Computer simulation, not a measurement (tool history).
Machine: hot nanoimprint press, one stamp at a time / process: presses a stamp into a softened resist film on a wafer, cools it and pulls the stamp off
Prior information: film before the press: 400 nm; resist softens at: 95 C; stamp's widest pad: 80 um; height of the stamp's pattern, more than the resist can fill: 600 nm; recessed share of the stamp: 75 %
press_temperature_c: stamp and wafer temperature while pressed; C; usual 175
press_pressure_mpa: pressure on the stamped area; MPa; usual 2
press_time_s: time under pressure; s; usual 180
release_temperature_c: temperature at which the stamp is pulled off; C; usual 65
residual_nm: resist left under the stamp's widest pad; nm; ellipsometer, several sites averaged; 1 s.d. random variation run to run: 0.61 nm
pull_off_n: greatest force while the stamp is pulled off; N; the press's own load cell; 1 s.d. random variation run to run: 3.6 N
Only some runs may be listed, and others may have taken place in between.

| run | day | press_temperature_c | press_pressure_mpa | press_time_s | release_temperature_c | residual_nm | pull_off_n |
|---|---|---|---|---|---|---|---|
| 1 | 0 | 175 | 2 | 180 | 65 | 239.3 | 233 |
|  | 2.258 | stamp cleaned and given a new release coat |
| 2 | 2.962 | 175 | 2 | 180 | 65 | 240.5 | 170 |
|  | 4.288 | plate thermocouple calibrated |
| 3 | 7.042 | 175 | 2 | 180 | 65 | 242.8 | 198 |
| 4 | 9.133 | 175 | 2 | 180 | 65 | 243 | 206 |
| 5 | 13.021 | 175 | 1.61 | 180 | 65 | 261.8 | 231 |
|  | 15.883 | stamp cleaned and given a new release coat |
| 6 | 16.712 | 174 | 2 | 180 | 65 | 246.9 | 182 |
|  | 20.092 | press's hydraulic seals changed and the load cell set to zero |
| 7 | 20.317 | 174 | 2 | 180 | 65 | 240.4 | 196 |
| 8 | 23.962 | 174 | 2 | 180 | 65 | 241.1 | 209 |
| 9 | 27.212 | 175 | 2 | 359 | 65 | 188.2 | 229 |
|  | 29.562 | stamp cleaned and given a new release coat |
|  | 30.117 | plate thermocouple calibrated |
| 10 | 30.242 | 175 | 2 | 359 | 65 | 193.7 | 171 |
| 11 | 33.425 | 175 | 2 | 180 | 65 | 240.2 | 197 |
| 12 | 36.583 | 175 | 2 | 180 | 65 | 240.3 | 208 |
| 13 | 40.371 | 175 | 2 | 180 | 65 | 239.6 | 231 |
|  | 43.05 | stamp cleaned and given a new release coat |
| 14 | 44.375 | 175 | 1.21 | 110 | 62 | 316.6 | 187 |
| 15 | 47.971 | 186 | 1.97 | 110 | 64 | 222.5 | 197 |
| 16 | 50.683 | 175 | 2 | 96 | 71 | 282.4 | 214 |
| 17 | 54.088 | 171 | 1.42 | 96 | 55 | 327.8 | 251 |
|  | 55.546 | plate thermocouple calibrated |
|  | 56.608 | stamp cleaned and given a new release coat |
| 18 | 57.546 | 183 | 2 | 289 | 65 | 174.8 | 177 |
| 19 | 59.271 | 183 | 2.89 | 289 | 65 | 146.7 | 186 |
| 20 | 62.929 | 180 | 2.03 | 137 | 54 | 238.7 | 224 |
| 21 | 66.621 | 180 | 2.03 | 137 | 54 | 237.5 | 243 |
|  | 70.162 | stamp cleaned and given a new release coat |
| 22 | 70.229 | 167 | 2 | 269 | 65 | 260.6 | 174 |
| 23 | 74.079 | 167 | 2 | 269 | 65 | 260.5 | 198 |
| 24 | 76.138 | 175 | 3.02 | 180 | 52 | 208.7 | 219 |
|  | 78.233 | press's hydraulic seals changed and the load cell set to zero |
| 25 | 79.133 | 175 | 2 | 259 | 65 | 209.4 | 221 |
|  | 81.454 | plate thermocouple calibrated |
| 26 | 81.454 | 184 | 2 | 268 | 65 | 169.7 | 231 |

Below are 5 alternative next runs, each starting from the tool's condition after run 26. Predict each:
|  | 84.3 | stamp cleaned and given a new release coat |
| A | 85.312 | 175 | 2.07 | 119 | 70 | ? | ? |
|  | 84.3 | stamp cleaned and given a new release coat |
| B | 85.312 | 175 | 2 | 180 | 53 | ? | ? |
|  | 84.3 | stamp cleaned and given a new release coat |
| C | 85.312 | 187 | 3.09 | 145 | 65 | ? | ? |
|  | 84.3 | stamp cleaned and given a new release coat |
| D | 85.312 | 184 | 2 | 144 | 63 | ? | ? |
|  | 84.3 | stamp cleaned and given a new release coat |
| E | 85.312 | 175 | 2 | 181 | 65 | ? | ? |

| run | residual_nm | pull_off_n |
|---|---|---|
| A | 264.7 | 174 |
| B | 240.3 | 194 |
| C | 159.8 | 176 |
| D | 211 | 170 |
| E | 238.5 | 182 |
Without the tool's unlogged condition, the same runs would have read:
| run | residual_nm | pull_off_n |
|---|---|---|
| A | 265 | 170 |
| B | 240.6 | 189 |
| C | 159.5 | 171 |
| D | 211.2 | 166 |
| E | 238.9 | 177 |
